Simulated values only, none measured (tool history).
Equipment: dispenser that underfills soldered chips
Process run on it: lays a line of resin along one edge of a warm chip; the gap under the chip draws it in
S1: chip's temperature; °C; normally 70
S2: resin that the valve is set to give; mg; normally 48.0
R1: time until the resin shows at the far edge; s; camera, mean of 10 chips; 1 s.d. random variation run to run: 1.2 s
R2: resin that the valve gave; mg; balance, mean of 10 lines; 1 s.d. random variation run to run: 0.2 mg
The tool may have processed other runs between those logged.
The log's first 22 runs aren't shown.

run,hour,S1,S2,R1,R2
23,103.7,57,48.0,293.6,47.58
24,107.8,63,58.5,225.0,58.14
# hour 110.9: new syringe of resin
25,113.9,85,58.5,57.3,58.14
26,120.1,72,42.7,131.1,41.98
27,124.6,79,48.0,100.1,47.23
# hour 129.6: new syringe of resin
28,130.0,68,46.4,126.0,46.03
29,134.7,69,46.5,133.8,45.73
30,140.0,81,42.1,89.1,41.48

Branching from run 30: 4 alternative next runs. What would each branch give?
A,143.3,68,48.0,?,?
B,143.3,61,41.5,?,?
C,143.3,81,46.3,?,?
D,143.3,68,41.1,?,?

run,R1,R2
A,173.4,47.06
B,255.0,40.82
C,91.8,45.60
D,178.4,40.12
Take away the tool's hidden state, keep each run's random variation, and the runs would have read:
run,R1,R2
A,127.1,47.82
B,186.7,41.48
C,67.2,46.34
D,130.4,40.77

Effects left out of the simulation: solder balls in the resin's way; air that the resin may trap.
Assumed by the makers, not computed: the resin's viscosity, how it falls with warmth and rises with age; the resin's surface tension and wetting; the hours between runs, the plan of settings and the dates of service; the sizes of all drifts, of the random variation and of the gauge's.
